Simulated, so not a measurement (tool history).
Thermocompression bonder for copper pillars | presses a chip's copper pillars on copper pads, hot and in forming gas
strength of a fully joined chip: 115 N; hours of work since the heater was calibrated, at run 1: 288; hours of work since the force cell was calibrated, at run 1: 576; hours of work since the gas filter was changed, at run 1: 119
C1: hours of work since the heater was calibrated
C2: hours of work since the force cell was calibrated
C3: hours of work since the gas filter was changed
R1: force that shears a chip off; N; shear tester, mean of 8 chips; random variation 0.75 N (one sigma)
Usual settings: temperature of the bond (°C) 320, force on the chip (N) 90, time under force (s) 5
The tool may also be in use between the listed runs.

Run 1, hour 0.0: usual settings; C1 288; C2 576; C3 119. Result: R1 55.3 N.
Run 2, hour 23.8: usual settings; C1 299; C2 586; C3 129. Result: R1 54.9 N.
Run 3, hour 57.4: usual settings; C1 314; C2 601; C3 144. Result: R1 54.9 N.
Run 4, hour 94.8: usual settings; C1 330; C2 617; C3 161. Result: R1 55.5 N.
Run 5, hour 118.5: usual settings but time under force (s) 7; C1 341; C2 628; C3 171. Result: R1 60.9 N.
Run 6, hour 145.9: usual settings but time under force (s) 7; C1 353; C2 640; C3 183. Result: R1 61.2 N.
Run 7, hour 167.1: usual settings but time under force (s) 7; C1 362; C2 649; C3 193. Result: R1 62.1 N.
Run 8, hour 197.5: usual settings but time under force (s) 7; C1 376; C2 663; C3 206. Result: R1 61.2 N.
Run 9, hour 232.1: usual settings but time under force (s) 7; C1 391; C2 678; C3 222. Result: R1 61.5 N.
Run 10, hour 250.8: usual settings; C1 399; C2 687; C3 230. Result: R1 56.1 N.
Run 11, hour 282.8: usual settings but time under force (s) 3; C1 414; C2 701; C3 244. Result: R1 44.9 N.
Run 12, hour 314.6: usual settings but temperature of the bond (°C) 305, force on the chip (N) 108; C1 428; C2 715; C3 258. Result: R1 56.1 N.
Run 13, hour 354.8: usual settings but temperature of the bond (°C) 305, force on the chip (N) 108; C1 445; C2 733; C3 276. Result: R1 54.7 N.
Run 14, hour 380.8: usual settings but temperature of the bond (°C) 334, force on the chip (N) 82, time under force (s) 6; C1 457; C2 744; C3 287. Result: R1 58.3 N.
Run 15, hour 401.8: usual settings but force on the chip (N) 68, time under force (s) 3; C1 466; C2 753; C3 297. Result: R1 34.6 N.
Run 16, hour 424.0: usual settings but force on the chip (N) 68, time under force (s) 3; C1 476; C2 763; C3 307. Result: R1 34.6 N.
At hour 429.0: force cell calibrated.
Run 17, hour 460.9: usual settings but force on the chip (N) 68, time under force (s) 3; C1 492; C2 14; C3 322. Result: R1 33.8 N.
Run 18, hour 490.0: usual settings but temperature of the bond (°C) 334, time under force (s) 7; C1 505; C2 27; C3 335. Result: R1 64.2 N.
Run 19, hour 527.6: usual settings but temperature of the bond (°C) 334, force on the chip (N) 120, time under force (s) 8; C1 521; C2 44; C3 352. Result: R1 78.9 N.
Run 20, hour 561.4: usual settings but temperature of the bond (°C) 328, force on the chip (N) 106, time under force (s) 3; C1 536; C2 59; C3 367. Result: R1 51.2 N.
Run 21, hour 587.2: usual settings but temperature of the bond (°C) 326, force on the chip (N) 109, time under force (s) 3; C1 548; C2 70; C3 378. Result: R1 51.3 N.
At hour 600.8: forming gas filter changed.
Run 22, hour 620.5: usual settings but temperature of the bond (°C) 326, force on the chip (N) 109, time under force (s) 3; C1 562; C2 85; C3 9. Result: R1 54.1 N.

4 ways to go on from here, each from the tool as it stands after run 22. What would each give?
Run A, hour 651.8: usual settings but temperature of the bond (°C) 336, force on the chip (N) 59, time under force (s) 6; C1 576; C2 98; C3 23. Result: R1 ?.
Run B, hour 651.8: usual settings but temperature of the bond (°C) 346, force on the chip (N) 109, time under force (s) 12; C1 576; C2 98; C3 23. Result: R1 ?.
Run C, hour 651.8: usual settings but temperature of the bond (°C) 324, force on the chip (N) 83, time under force (s) 4; C1 576; C2 98; C3 23. Result: R1 ?.
Run D, hour 651.8: usual settings but temperature of the bond (°C) 326, force on the chip (N) 110, time under force (s) 3; C1 576; C2 98; C3 23. Result: R1 ?.

run    R1
  A  47.1
  B  90.2
  C  48.4
  D  55.0
Without the tool's hidden state the same runs would have given:
run    R1
  A  48.8
  B  92.1
  C  50.2
  D  57.1

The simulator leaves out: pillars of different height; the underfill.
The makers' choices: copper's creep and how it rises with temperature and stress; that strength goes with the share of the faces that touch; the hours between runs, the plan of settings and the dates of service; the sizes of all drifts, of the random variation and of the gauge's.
